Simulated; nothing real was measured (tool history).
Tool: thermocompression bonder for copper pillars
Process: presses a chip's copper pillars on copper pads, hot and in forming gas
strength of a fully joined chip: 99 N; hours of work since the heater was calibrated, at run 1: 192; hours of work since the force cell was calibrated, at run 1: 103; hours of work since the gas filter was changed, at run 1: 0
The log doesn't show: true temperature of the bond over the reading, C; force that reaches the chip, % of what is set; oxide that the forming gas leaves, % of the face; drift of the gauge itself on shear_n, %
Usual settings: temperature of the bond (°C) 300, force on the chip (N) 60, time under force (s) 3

| run | hour | temperature of the bond (°C) | force on the chip (N) | time under force (s) | hours of work since the heater was calibrated | hours of work since the force cell was calibrated | hours of work since the gas filter was changed | force that shears a chip off (N) |
|---|---|---|---|---|---|---|---|---|
| 1 | 0.0 | 300 | 60 | 3 | 192 | 103 | 0 | 72.1 |
| 2 | 10.7 | 318 | 60 | 3 | 198 | 109 | 6 | 78.2 |
| 3 | 17.4 | 300 | 83 | 3 | 202 | 113 | 10 | 86.4 |
| 4 | 26.1 | 300 | 83 | 3 | 206 | 118 | 15 | 84.9 |
| 5 | 37.3 | 300 | 60 | 2 | 213 | 124 | 21 | 64.5 |
| 6 | 47.0 | 300 | 60 | 3 | 218 | 130 | 26 | 72.2 |
| 7 | 56.4 | 300 | 60 | 3 | 223 | 135 | 32 | 72.9 |
| 8 | 63.5 | 300 | 60 | 3 | 227 | 139 | 36 | 71.2 |
| 9 | 73.2 | 300 | 60 | 2 | 233 | 145 | 41 | 64.8 |
| 10 | 79.3 | 300 | 60 | 2 | 236 | 148 | 45 | 64.7 |
| 11 | 87.0 | 300 | 60 | 3 | 241 | 152 | 49 | 72.2 |
| 12 | 93.2 | 300 | 71 | 3 | 244 | 156 | 52 | 80.4 |
| 13 | 102.6 | 300 | 60 | 3 | 249 | 161 | 58 | 71.1 |
| 14 | 111.8 | 300 | 60 | 3 | 255 | 166 | 63 | 71.9 |
| 15 | 122.2 | 300 | 60 | 3 | 260 | 172 | 69 | 71.0 |
| 16 | 129.5 | 300 | 60 | 3 | 265 | 176 | 73 | 72.5 |
| 17 | 137.1 | 300 | 60 | 3 | 269 | 180 | 77 | 71.7 |
| 18 | 145.6 | 300 | 51 | 3 | 274 | 185 | 82 | 64.1 |
| 19 | 156.2 | 300 | 51 | 5 | 280 | 191 | 88 | 73.2 |
| 20 | 166.7 | 327 | 41 | 4 | 285 | 197 | 94 | 68.9 |
| 21 | 174.6 | 300 | 39 | 3 | 290 | 201 | 98 | 51.5 |
| 22 | 184.6 | 291 | 58 | 2 | 295 | 207 | 104 | 59.9 |
| 23 | 191.6 | 291 | 58 | 2 | 299 | 211 | 108 | 59.9 |
| 24 | 197.1 | 309 | 53 | 8 | 302 | 214 | 111 | 84.2 |
| 25 | 203.6 | 325 | 53 | 5 | 306 | 218 | 114 | 82.4 |
| 26 | 212.2 | 281 | 55 | 2 | 311 | 223 | 119 | 52.4 |
| 27 | 218.3 | 281 | 55 | 2 | 314 | 226 | 123 | 53.0 |
| 28 | 227.6 | 300 | 60 | 4 | 320 | 231 | 128 | 76.0 |
| 29 | 233.0 | 300 | 60 | 4 | 323 | 234 | 131 | 76.3 |
| 30 | 241.6 | 300 | 60 | 4 | 327 | 239 | 136 | 76.0 |
| 31 | 253.3 | 276 | 42 | 4 | 334 | 246 | 142 | 50.3 |
| 32 | 258.2 | 276 | 42 | 4 | 337 | 248 | 145 | 50.2 |
| 33 | 263.9 | 300 | 60 | 2 | 340 | 252 | 148 | 65.3 |
| 34 | 269.6 | 300 | 47 | 3 | 343 | 255 | 151 | 60.3 |

Forecast each of these 3 alternatives for the next run:
| A | 278.6 | 300 | 80 | 4 | 348 | 260 | 156 | ? |
| B | 278.6 | 300 | 86 | 2 | 348 | 260 | 156 | ? |
| C | 278.6 | 272 | 37 | 2 | 348 | 260 | 156 | ? |

| run | force that shears a chip off (N) |
|---|---|
| A | 86.3 |
| B | 79.4 |
| C | 34.1 |
Without the tool's hidden state the same runs would have given:
| run | force that shears a chip off (N) |
|---|---|
| A | 86.3 |
| B | 78.8 |
| C | 32.7 |
